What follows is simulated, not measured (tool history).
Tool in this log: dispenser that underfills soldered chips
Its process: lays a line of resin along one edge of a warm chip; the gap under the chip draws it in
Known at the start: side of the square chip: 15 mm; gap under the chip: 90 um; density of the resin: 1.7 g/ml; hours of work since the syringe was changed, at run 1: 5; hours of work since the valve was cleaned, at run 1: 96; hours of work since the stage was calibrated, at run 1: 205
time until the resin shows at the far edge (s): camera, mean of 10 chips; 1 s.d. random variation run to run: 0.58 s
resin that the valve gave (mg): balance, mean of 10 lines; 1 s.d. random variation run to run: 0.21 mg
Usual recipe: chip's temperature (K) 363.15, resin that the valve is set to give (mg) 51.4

| run | day | chip's temperature (K) | resin that the valve is set to give (mg) | hours of work since the syringe was changed | hours of work since the valve was cleaned | hours of work since the stage was calibrated | time until the resin shows at the far edge (s) | resin that the valve gave (mg) |
|---|---|---|---|---|---|---|---|---|
| 1 | 0 | 363.15 | 51.4 | 5 | 96 | 205 | 66.5 | 46.5 |
| 2 | 0.158 | 374.15 | 51.4 | 8 | 98 | 208 | 52.4 | 46.64 |
|  | 0.25 | new syringe of resin |
| 3 | 0.375 | 363.15 | 51.4 | 2 | 102 | 212 | 57.4 | 46.2 |
| 4 | 0.683 | 363.15 | 51.4 | 7 | 107 | 217 | 73.6 | 46.26 |
|  | 0.825 | new syringe of resin |
| 5 | 1.017 | 363.15 | 51.4 | 3 | 112 | 222 | 59.9 | 45.62 |
| 6 | 1.338 | 363.15 | 51.4 | 9 | 118 | 228 | 77.7 | 45.69 |
|  | 1.392 | new syringe of resin |
| 7 | 1.525 | 374.15 | 51.4 | 2 | 121 | 231 | 39.6 | 45.76 |
| 8 | 1.871 | 374.15 | 51.4 | 8 | 127 | 237 | 52.8 | 45.4 |
|  | 1.95 | new syringe of resin |
| 9 | 2.125 | 374.15 | 51.4 | 3 | 131 | 241 | 42.6 | 45.05 |
| 10 | 2.379 | 374.15 | 51.4 | 7 | 135 | 245 | 53.1 | 44.68 |
|  | 2.529 | new syringe of resin |
|  | 2.667 | dispensing valve cleaned and set on the balance |
| 11 | 2.775 | 374.15 | 51.4 | 3 | 2 | 251 | 41.6 | 51.56 |
| 12 | 2.971 | 374.15 | 51.4 | 7 | 5 | 254 | 48.2 | 51.06 |
|  | 3.129 | new syringe of resin |
| 13 | 3.129 | 374.15 | 51.4 | 0 | 8 | 257 | 34.9 | 50.67 |
| 14 | 3.279 | 363.15 | 51.4 | 2 | 10 | 259 | 57.1 | 51.02 |
| 15 | 3.592 | 363.15 | 55.1 | 8 | 15 | 264 | 72.5 | 54.11 |
|  | 3.696 | new syringe of resin |
| 16 | 3.938 | 363.15 | 55.1 | 4 | 21 | 270 | 60.2 | 54.03 |
|  | 4.271 | new syringe of resin |
| 17 | 4.308 | 363.15 | 55.1 | 1 | 27 | 276 | 50.9 | 53.64 |
| 18 | 4.654 | 363.15 | 55.1 | 7 | 33 | 282 | 67.1 | 52.93 |
|  | 4.838 | new syringe of resin |
| 19 | 4.867 | 364.15 | 55.1 | 0 | 37 | 286 | 49.6 | 53.6 |
| 20 | 5.112 | 353.15 | 51.4 | 5 | 41 | 290 | 91 | 49.21 |
| 21 | 5.267 | 362.15 | 55.5 | 7 | 43 | 292 | 73.4 | 53.29 |
|  | 5.417 | new syringe of resin |
| 22 | 5.629 | 362.15 | 55.5 | 4 | 49 | 298 | 62 | 53.13 |
| 23 | 5.792 | 362.15 | 55.5 | 6 | 52 | 301 | 70.6 | 52.83 |
|  | 5.988 | new syringe of resin |
| 24 | 6.058 | 354.15 | 49.8 | 1 | 56 | 305 | 75.2 | 47.19 |
| 25 | 6.4 | 365.15 | 51.1 | 7 | 62 | 311 | 66.4 | 48.13 |
|  | 6.554 | new syringe of resin |
| 26 | 6.679 | 365.15 | 50.2 | 2 | 67 | 316 | 54 | 47.12 |
| 27 | 7.042 | 365.15 | 50.2 | 8 | 73 | 322 | 72.9 | 46.91 |
|  | 7.112 | new syringe of resin |
| 28 | 7.262 | 355.15 | 52.5 | 3 | 76 | 325 | 78.4 | 48.91 |
| 29 | 7.533 | 362.15 | 55.3 | 7 | 81 | 330 | 73.6 | 50.54 |
|  | 7.671 | new syringe of resin |
| 30 | 7.833 | 362.15 | 55.3 | 3 | 86 | 335 | 60.7 | 50.77 |
| 31 | 8.054 | 362.15 | 55.3 | 7 | 90 | 339 | 72 | 50.84 |
|  | 8.229 | new syringe of resin |
| 32 | 8.4 | 355.15 | 52.7 | 3 | 95 | 344 | 80.2 | 47.75 |
| 33 | 8.592 | 355.15 | 57.9 | 6 | 99 | 348 | 92.5 | 52.81 |
|  | 8.792 | new syringe of resin |
| 34 | 8.896 | 349.15 | 45 | 2 | 103 | 352 | 99.2 | 40.66 |
| 35 | 9.217 | 368.15 | 51.4 | 7 | 109 | 358 | 62.6 | 45.74 |

Forecast each of these 3 alternatives for the next run:
|  | 9.346 | new syringe of resin |
| A | 9.538 | 363.15 | 61 | 3 | 114 | 363 | ? | ? |
|  | 9.346 | new syringe of resin |
| B | 9.538 | 366.15 | 57 | 3 | 114 | 363 | ? | ? |
|  | 9.346 | new syringe of resin |
| C | 9.538 | 352.15 | 62.4 | 3 | 114 | 363 | ? | ? |

| run | time until the resin shows at the far edge (s) | resin that the valve gave (mg) |
|---|---|---|
| A | 60 | 54.71 |
| B | 54.8 | 50.81 |
| C | 89.2 | 55.8 |
What these runs would have given with no unlogged condition in the tool:
| run | time until the resin shows at the far edge (s) | resin that the valve gave (mg) |
|---|---|---|
| A | 48.3 | 61.4 |
| B | 44 | 57.03 |
| C | 71.7 | 62.64 |

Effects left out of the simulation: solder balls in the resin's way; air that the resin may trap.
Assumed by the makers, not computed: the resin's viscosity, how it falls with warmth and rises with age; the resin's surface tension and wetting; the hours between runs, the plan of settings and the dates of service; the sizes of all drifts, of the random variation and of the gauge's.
